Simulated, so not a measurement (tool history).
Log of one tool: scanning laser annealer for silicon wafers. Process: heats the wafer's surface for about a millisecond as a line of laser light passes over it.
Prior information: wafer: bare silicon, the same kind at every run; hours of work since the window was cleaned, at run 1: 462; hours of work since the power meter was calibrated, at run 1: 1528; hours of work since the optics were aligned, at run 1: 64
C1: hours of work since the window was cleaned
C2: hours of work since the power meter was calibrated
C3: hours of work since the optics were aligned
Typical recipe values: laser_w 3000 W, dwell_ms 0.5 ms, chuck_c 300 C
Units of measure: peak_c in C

Run 1, hour 0: usual settings; C1 462; C2 1528; C3 64. Result: peak_c 1055 C.
Run 2, hour 34.7: usual settings; C1 487; C2 1553; C3 89. Result: peak_c 1051 C.
Run 3, hour 85.2: usual settings; C1 524; C2 1590; C3 125. Result: peak_c 1050 C.
Run 4, hour 132.7: usual settings; C1 558; C2 1624; C3 159. Result: peak_c 1048 C.
Run 5, hour 177.5: usual settings but laser_w 3070 W; C1 590; C2 1656; C3 192. Result: peak_c 1061 C.
Run 6, hour 230.7: usual settings but laser_w 3070 W; C1 629; C2 1695; C3 230. Result: peak_c 1062 C.
Run 7, hour 278.7: usual settings; C1 663; C2 1729; C3 265. Result: peak_c 1041 C.
Run 8, hour 330.5: usual settings; C1 701; C2 1767; C3 302. Result: peak_c 1037 C.
Run 9, hour 381.2: usual settings; C1 737; C2 1803; C3 339. Result: peak_c 1040 C.
Run 10, hour 431.7: usual settings but laser_w 2768 W; C1 774; C2 1840; C3 375. Result: peak_c 981 C.
Run 11, hour 471.8: usual settings but laser_w 2768 W; C1 803; C2 1869; C3 404. Result: peak_c 979 C.
At hour 516.8: window over the wafer cleaned.
Run 12, hour 516.9: usual settings; C1 0; C2 1900; C3 435. Result: peak_c 1064 C.
Run 13, hour 577.8: usual settings; C1 44; C2 1944; C3 479. Result: peak_c 1070 C.
Run 14, hour 632.8: usual settings; C1 84; C2 1983; C3 519. Result: peak_c 1069 C.
Run 15, hour 676.5: usual settings; C1 115; C2 2015; C3 550. Result: peak_c 1062 C.
Run 16, hour 733.5: usual settings; C1 156; C2 2056; C3 591. Result: peak_c 1058 C.
Run 17, hour 794.9: usual settings; C1 201; C2 2100; C3 636. Result: peak_c 1053 C.
Run 18, hour 827: usual settings but chuck_c 263 C; C1 224; C2 2123; C3 659. Result: peak_c 1017 C.
Run 19, hour 877.4: usual settings but laser_w 2665 W; C1 260; C2 2160; C3 695. Result: peak_c 971 C.
Run 20, hour 915.3: usual settings; C1 288; C2 2187; C3 723. Result: peak_c 1052 C.
At hour 947.9: optics aligned, line set to its width.
Run 21, hour 972.5: usual settings but laser_w 3003 W, dwell_ms 0.368 ms, chuck_c 323 C; C1 325; C2 2225; C3 18. Result: peak_c 974 C.
Run 22, hour 997.4: usual settings but laser_w 3003 W, dwell_ms 0.35 ms, chuck_c 326 C; C1 343; C2 2243; C3 36. Result: peak_c 957 C.
Run 23, hour 1026.4: usual settings but laser_w 2629 W, dwell_ms 0.557 ms, chuck_c 316 C; C1 364; C2 2264; C3 57. Result: peak_c 1019 C.
Run 24, hour 1059.6: usual settings but dwell_ms 0.472 ms; C1 388; C2 2288; C3 81. Result: peak_c 1029 C.
Run 25, hour 1105.1: usual settings but dwell_ms 0.472 ms; C1 421; C2 2321; C3 113. Result: peak_c 1031 C.
Run 26, hour 1142.1: usual settings but dwell_ms 0.472 ms; C1 448; C2 2347; C3 140. Result: peak_c 1023 C.
Run 27, hour 1187.1: usual settings but dwell_ms 0.466 ms; C1 480; C2 2380; C3 173. Result: peak_c 1021 C.
Run 28, hour 1240.6: usual settings but laser_w 2985 W, dwell_ms 0.504 ms; C1 519; C2 2418; C3 211. Result: peak_c 1043 C.
Run 29, hour 1302.3: usual settings but laser_w 2906 W, dwell_ms 0.366 ms, chuck_c 266 C; C1 563; C2 2463; C3 256. Result: peak_c 886 C.
Run 30, hour 1344.8: usual settings but laser_w 2906 W, dwell_ms 0.366 ms, chuck_c 266 C; C1 594; C2 2493; C3 286. Result: peak_c 880 C.
Run 31, hour 1381.5: usual settings but dwell_ms 0.396 ms; C1 620; C2 2520; C3 313. Result: peak_c 956 C.
Run 32, hour 1428.4: usual settings but laser_w 2759 W, chuck_c 340 C; C1 654; C2 2554; C3 347. Result: peak_c 1018 C.
Run 33, hour 1467.5: usual settings but laser_w 2553 W, dwell_ms 0.545 ms, chuck_c 340 C; C1 682; C2 2582; C3 375. Result: peak_c 996 C.
Run 34, hour 1497.1: usual settings but laser_w 2879 W, dwell_ms 0.563 ms, chuck_c 298 C; C1 704; C2 2603; C3 396. Result: peak_c 1044 C.
Run 35, hour 1546.2: usual settings but laser_w 3220 W, dwell_ms 0.503 ms; C1 739; C2 2639; C3 432. Result: peak_c 1081 C.
Run 36, hour 1587.3: usual settings but laser_w 3220 W, dwell_ms 0.503 ms; C1 769; C2 2668; C3 461. Result: peak_c 1079 C.
Run 37, hour 1618: usual settings but laser_w 3220 W, dwell_ms 0.423 ms, chuck_c 337 C; C1 791; C2 2691; C3 483. Result: peak_c 1055 C.
Run 38, hour 1658.3: usual settings but laser_w 2593 W, dwell_ms 0.588 ms, chuck_c 270 C; C1 820; C2 2720; C3 513. Result: peak_c 951 C.
At hour 1679.5: window over the wafer cleaned.
Run 39, hour 1716.9: usual settings but chuck_c 288 C; C1 27; C2 2761; C3 553. Result: peak_c 1050 C.
Run 40, hour 1756.6: usual settings but chuck_c 288 C; C1 56; C2 2789; C3 582. Result: peak_c 1049 C.

How would selected steps in peak_c from run to run divide? Give the signed amount a tool lacking its hidden state would still show from settings, what came in and random variation, and the signed amount left for the hidden state, including any gauge scatter that is not in both of the compared results.
The tool's hidden condition here consists of: light that passes the window, % of a clean one's; laser's true power over the reading, %; width of the line over the set one, %; drift of the gauge itself on peak_c, C.
Run 11 -> 12: laser_w 2768 -> 3000, window over the wafer cleaned. peak_c +85 C: hidden state +31, all else +54.
Run 20 -> 21: laser_w 3000 -> 3003, dwell_ms 0.5 -> 0.368, chuck_c 300 -> 323, optics aligned, line set to its width. peak_c -78 C: hidden state +9, all else -87.
Run 28 -> 29: laser_w 2985 -> 2906, dwell_ms 0.504 -> 0.366, chuck_c 300 -> 266. peak_c -157 C: hidden state +5, all else -162.
Run 37 -> 38: laser_w 3220 -> 2593, dwell_ms 0.423 -> 0.588, chuck_c 337 -> 270. peak_c -104 C: hidden state +1, all else -105.
Run 38 -> 39: laser_w 2593 -> 3000, dwell_ms 0.588 -> 0.5, chuck_c 270 -> 288, window over the wafer cleaned. peak_c +99 C: hidden state +35, all else +64.
